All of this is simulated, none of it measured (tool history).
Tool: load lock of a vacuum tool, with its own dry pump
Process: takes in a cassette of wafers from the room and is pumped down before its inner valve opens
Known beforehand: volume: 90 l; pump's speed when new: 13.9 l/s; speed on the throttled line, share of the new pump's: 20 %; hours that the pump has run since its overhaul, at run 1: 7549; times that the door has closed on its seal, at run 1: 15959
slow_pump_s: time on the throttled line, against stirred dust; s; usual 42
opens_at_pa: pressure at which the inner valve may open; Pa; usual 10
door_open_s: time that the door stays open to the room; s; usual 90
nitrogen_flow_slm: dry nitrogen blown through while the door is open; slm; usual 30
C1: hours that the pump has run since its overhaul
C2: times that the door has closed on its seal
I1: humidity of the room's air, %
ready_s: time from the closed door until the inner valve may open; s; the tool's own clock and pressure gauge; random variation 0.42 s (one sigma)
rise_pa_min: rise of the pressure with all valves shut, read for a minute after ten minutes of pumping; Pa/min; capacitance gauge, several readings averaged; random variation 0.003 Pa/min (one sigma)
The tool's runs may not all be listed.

{"run": 1, "hour": 0.0, "slow_pump_s": 42, "opens_at_pa": 10, "door_open_s": 90, "nitrogen_flow_slm": 30, "C1": 7549, "C2": 15959, "I1": 42.2, "ready_s": 97, "rise_pa_min": 0.199}
{"run": 2, "hour": 147.6, "slow_pump_s": 42, "opens_at_pa": 10, "door_open_s": 90, "nitrogen_flow_slm": 30, "C1": 7697, "C2": 16166, "I1": 44.8, "ready_s": 97.4, "rise_pa_min": 0.208}
{"run": 3, "hour": 304.6, "slow_pump_s": 42, "opens_at_pa": 10, "door_open_s": 90, "nitrogen_flow_slm": 30, "C1": 7854, "C2": 16388, "I1": 46.1, "ready_s": 97.2, "rise_pa_min": 0.211}
{"run": 4, "hour": 551.7, "slow_pump_s": 42, "opens_at_pa": 13, "door_open_s": 90, "nitrogen_flow_slm": 30, "C1": 8101, "C2": 16736, "I1": 48.5, "ready_s": 94.7, "rise_pa_min": 0.218}
{"run": 5, "hour": 898.8, "slow_pump_s": 42, "opens_at_pa": 10, "door_open_s": 90, "nitrogen_flow_slm": 30, "C1": 8448, "C2": 17225, "I1": 42.5, "ready_s": 97.9, "rise_pa_min": 0.234}
{"run": 6, "hour": 1215.5, "slow_pump_s": 42, "opens_at_pa": 10, "door_open_s": 90, "nitrogen_flow_slm": 30, "C1": 8765, "C2": 17671, "I1": 46, "ready_s": 97.4, "rise_pa_min": 0.239}
{"run": 7, "hour": 1561.5, "slow_pump_s": 42, "opens_at_pa": 10, "door_open_s": 39, "nitrogen_flow_slm": 30, "C1": 9111, "C2": 18158, "I1": 45.2, "ready_s": 97.3, "rise_pa_min": 0.244}
{"run": 8, "hour": 1781.2, "slow_pump_s": 42, "opens_at_pa": 10, "door_open_s": 39, "nitrogen_flow_slm": 30, "C1": 9330, "C2": 18468, "I1": 45, "ready_s": 98, "rise_pa_min": 0.256}
{"run": 9, "hour": 2104.5, "slow_pump_s": 42, "opens_at_pa": 10, "door_open_s": 90, "nitrogen_flow_slm": 30, "C1": 9654, "C2": 18923, "I1": 45.2, "ready_s": 97.9, "rise_pa_min": 0.263}
{"run": 10, "hour": 2250.1, "slow_pump_s": 42, "opens_at_pa": 10, "door_open_s": 90, "nitrogen_flow_slm": 30, "C1": 9799, "C2": 19128, "I1": 46.5, "ready_s": 98.6, "rise_pa_min": 0.268}
{"run": 11, "hour": 2424.7, "slow_pump_s": 42, "opens_at_pa": 10, "door_open_s": 90, "nitrogen_flow_slm": 30, "C1": 9974, "C2": 19374, "I1": 44.2, "ready_s": 98.1, "rise_pa_min": 0.277}
{"run": 12, "hour": 2771.1, "slow_pump_s": 42, "opens_at_pa": 10, "door_open_s": 90, "nitrogen_flow_slm": 30, "C1": 10320, "C2": 19862, "I1": 47.2, "ready_s": 97.9, "rise_pa_min": 0.291}
{"run": 13, "hour": 2979.9, "slow_pump_s": 42, "opens_at_pa": 10, "door_open_s": 90, "nitrogen_flow_slm": 30, "C1": 10529, "C2": 20156, "I1": 47.9, "ready_s": 98.8, "rise_pa_min": 0.293}
{"run": 14, "hour": 3306.1, "slow_pump_s": 42, "opens_at_pa": 11, "door_open_s": 81, "nitrogen_flow_slm": 7, "C1": 10855, "C2": 20616, "I1": 49.4, "ready_s": 98.8, "rise_pa_min": 0.323}
{"run": 15, "hour": 3557.5, "slow_pump_s": 42, "opens_at_pa": 11, "door_open_s": 81, "nitrogen_flow_slm": 7, "C1": 11107, "C2": 20970, "I1": 48.9, "ready_s": 97.7, "rise_pa_min": 0.331}
{"run": 16, "hour": 3901.4, "slow_pump_s": 42, "opens_at_pa": 11, "door_open_s": 81, "nitrogen_flow_slm": 7, "C1": 11451, "C2": 21454, "I1": 46.4, "ready_s": 98.8, "rise_pa_min": 0.34}
{"run": 17, "hour": 4213.3, "slow_pump_s": 42, "opens_at_pa": 11, "door_open_s": 81, "nitrogen_flow_slm": 7, "C1": 11763, "C2": 21894, "I1": 41.4, "ready_s": 98.5, "rise_pa_min": 0.345}
{"run": 18, "hour": 4357.2, "slow_pump_s": 42, "opens_at_pa": 8, "door_open_s": 107, "nitrogen_flow_slm": 30, "C1": 11906, "C2": 22096, "I1": 41.9, "ready_s": 101.4, "rise_pa_min": 0.351}
{"run": 19, "hour": 4645.5, "slow_pump_s": 42, "opens_at_pa": 8, "door_open_s": 107, "nitrogen_flow_slm": 30, "C1": 12195, "C2": 22502, "I1": 43.8, "ready_s": 100.7, "rise_pa_min": 0.353}
{"run": 20, "hour": 4865.3, "slow_pump_s": 42, "opens_at_pa": 8, "door_open_s": 107, "nitrogen_flow_slm": 30, "C1": 12415, "C2": 22812, "I1": 43.5, "ready_s": 101, "rise_pa_min": 0.367}
{"run": 21, "hour": 5112.0, "slow_pump_s": 42, "opens_at_pa": 11, "door_open_s": 90, "nitrogen_flow_slm": 30, "C1": 12661, "C2": 23160, "I1": 45.2, "ready_s": 97.9, "rise_pa_min": 0.375}
{"run": 22, "hour": 5287.3, "slow_pump_s": 42, "opens_at_pa": 10, "door_open_s": 90, "nitrogen_flow_slm": 30, "C1": 12837, "C2": 23406, "I1": 46.5, "ready_s": 99.7, "rise_pa_min": 0.372}
{"run": 23, "hour": 5616.4, "slow_pump_s": 42, "opens_at_pa": 7, "door_open_s": 90, "nitrogen_flow_slm": 23, "C1": 13166, "C2": 23870, "I1": 44.4, "ready_s": 102.5, "rise_pa_min": 0.398}
{"run": 24, "hour": 5944.6, "slow_pump_s": 42, "opens_at_pa": 7, "door_open_s": 90, "nitrogen_flow_slm": 23, "C1": 13494, "C2": 24332, "I1": 47.4, "ready_s": 102.1, "rise_pa_min": 0.403}
{"run": 25, "hour": 6271.0, "slow_pump_s": 42, "opens_at_pa": 7, "door_open_s": 90, "nitrogen_flow_slm": 23, "C1": 13820, "C2": 24792, "I1": 46.3, "ready_s": 102.7, "rise_pa_min": 0.418}

Some steps in ready_s between neighbouring runs. How much of each would the tool show without its hidden state too (settings, what came in, random variation), and how much is left for the hidden state, with any gauge scatter that isn't in both results?
Hidden state at play: pump's speed, % of a new pump's; leak at the door's seal, Pa l/s; drift of the gauge itself on ready_s, %; drift of the gauge itself on rise_pa_min, %.
Run 4 -> 5: opens_at_pa 13 -> 10. ready_s +3.2 s: hidden state +0.3, all else +2.9.
Run 20 -> 21: opens_at_pa 8 -> 11, door_open_s 107 -> 90. ready_s -3.1 s: hidden state -0.1, all else -3.
Run 22 -> 23: opens_at_pa 10 -> 7, nitrogen_flow_slm 30 -> 23. ready_s +2.8 s: hidden state +0.4, all else +2.4.
